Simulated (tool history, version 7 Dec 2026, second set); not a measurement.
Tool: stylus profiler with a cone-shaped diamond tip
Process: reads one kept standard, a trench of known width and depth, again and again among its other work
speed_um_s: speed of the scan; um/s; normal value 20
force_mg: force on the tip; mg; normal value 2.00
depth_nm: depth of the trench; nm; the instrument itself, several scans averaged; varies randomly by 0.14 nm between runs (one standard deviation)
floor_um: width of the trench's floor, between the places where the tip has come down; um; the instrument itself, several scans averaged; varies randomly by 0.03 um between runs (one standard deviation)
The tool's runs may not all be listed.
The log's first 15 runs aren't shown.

run   hour  speed_um_s  force_mg  depth_nm  floor_um
 16  155.3          20      1.69    504.90     45.55
 17  167.2          20      1.69    504.83     45.59
 18  175.6          20      2.00    505.09     45.57
 19  188.0          20      2.00    505.20     45.60
 20  201.7          20      2.00    505.57     45.54
 21  208.7          23      2.29    505.56     45.58
 22  216.7          37      4.74    509.60     45.59
 23  227.7          23      5.90    511.05     45.60
 24  241.3          22      1.96    505.13     45.57
 25  256.3          22      1.96    505.35     45.59
 26  263.2          44      0.75    502.67     45.47
 27  271.6          55      0.75    502.91     45.44
 28  284.9          11      2.01    505.30     45.60
 29  294.6          79      1.96    505.11     45.48
 30  300.8          79      1.96    505.59     45.44
 31  315.0          14      0.91    503.21     45.56
 32  321.3          23      0.87    503.09     45.56
 33  329.5          20      0.97    503.23     45.58
 34  338.7          13      0.98    503.38     45.57
 35  348.5          10      0.81    502.85     45.57
 36  359.5          10      0.81    503.04     45.59
 37  368.9          62      2.33    505.77     45.49
 38  381.9          30      0.84    502.98     45.58

Here are 4 independent what-if runs from the current tool condition. What would each one return?
  A  395.7          10      1.52         ?         ?
  B  395.7          50      0.68         ?         ?
  C  395.7          53      2.00         ?         ?
  D  395.7           9      2.75         ?         ?

run  depth_nm  floor_um
  A    504.48     45.67
  B    502.55     45.49
  C    505.32     45.47
  D    506.57     45.59
Had the tool no hidden state, the same runs would have come out as:
run  depth_nm  floor_um
  A    504.48     45.67
  B    502.56     45.49
  C    505.33     45.47
  D    506.57     45.59
